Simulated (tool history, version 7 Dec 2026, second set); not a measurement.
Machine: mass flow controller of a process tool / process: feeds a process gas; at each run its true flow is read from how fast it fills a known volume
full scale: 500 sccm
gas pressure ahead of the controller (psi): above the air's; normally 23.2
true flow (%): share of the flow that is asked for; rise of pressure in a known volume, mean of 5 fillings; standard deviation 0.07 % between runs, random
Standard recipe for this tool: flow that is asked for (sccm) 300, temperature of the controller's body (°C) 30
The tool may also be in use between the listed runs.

run,day,flow that is asked for (sccm),gas pressure ahead of the controller (psi),temperature of the controller's body (°C),true flow (%)
1,0.000,300,23.2,30,102.58
2,6.967,300,23.4,30,102.84
3,13.862,300,23.4,30,102.88
# day 22.379: controller's zero set anew
4,22.379,300,23.4,30,103.53
5,27.704,200,23.2,30,104.56
6,34.596,200,23.2,30,104.76
7,40.833,200,23.4,30,104.76
# day 46.246: controller's zero set anew, once more
8,47.392,300,24.1,30,101.11
9,52.662,300,24.1,30,101.20
10,61.179,300,24.1,30,101.43
11,68.304,300,24.1,30,101.56
12,78.492,300,24.1,30,101.82
13,88.654,300,25.8,30,101.97
14,93.229,300,23.2,30,102.02
15,102.996,300,23.2,30,102.17
16,113.458,300,23.2,30,102.26
17,119.112,300,23.2,24,102.82
18,125.317,300,23.2,24,102.77
19,130.329,90,23.2,30,104.15
20,135.192,90,23.2,30,104.23
21,140.758,300,23.2,30,102.69
22,149.196,300,23.2,30,102.90
23,154.512,300,23.2,30,102.94
24,160.662,300,23.2,30,103.06
25,168.050,209,21.5,30,103.48
26,172.608,209,21.5,30,103.66
27,178.529,209,21.5,30,103.82
# day 180.942: controller exchanged for a calibrated one
28,187.150,300,38.0,38,99.31
29,193.854,107,23.9,30,99.54
30,201.404,107,23.9,27,100.10
31,210.271,107,23.9,27,100.31
32,217.138,52,26.8,21,102.06
33,226.600,52,26.8,21,102.68
34,232.100,52,26.8,21,103.11
35,238.900,106,23.2,20,101.75
36,249.412,300,35.0,23,101.11
37,255.025,180,21.8,22,101.22
38,261.712,229,35.7,25,101.44
39,270.812,284,35.7,34,100.90
40,279.900,197,21.6,35,100.99
41,285.829,197,21.6,35,101.35
42,294.942,197,28.6,35,101.47
43,302.662,300,39.9,37,101.44
44,310.938,300,23.2,23,102.04
45,320.612,52,26.1,34,107.88
46,326.983,52,26.1,34,108.46
47,332.450,300,29.3,36,101.84

Forecast each of these 3 alternatives for the next run:
A,340.229,300,39.9,25,?
B,340.229,138,22.3,28,?
C,340.229,129,26.1,33,?

run,true flow (%)
A,102.53
B,103.79
C,103.71
The same runs, with their run-to-run variation unchanged, on a tool lacking any hidden condition would have given:
run,true flow (%)
A,99.70
B,99.07
C,98.74

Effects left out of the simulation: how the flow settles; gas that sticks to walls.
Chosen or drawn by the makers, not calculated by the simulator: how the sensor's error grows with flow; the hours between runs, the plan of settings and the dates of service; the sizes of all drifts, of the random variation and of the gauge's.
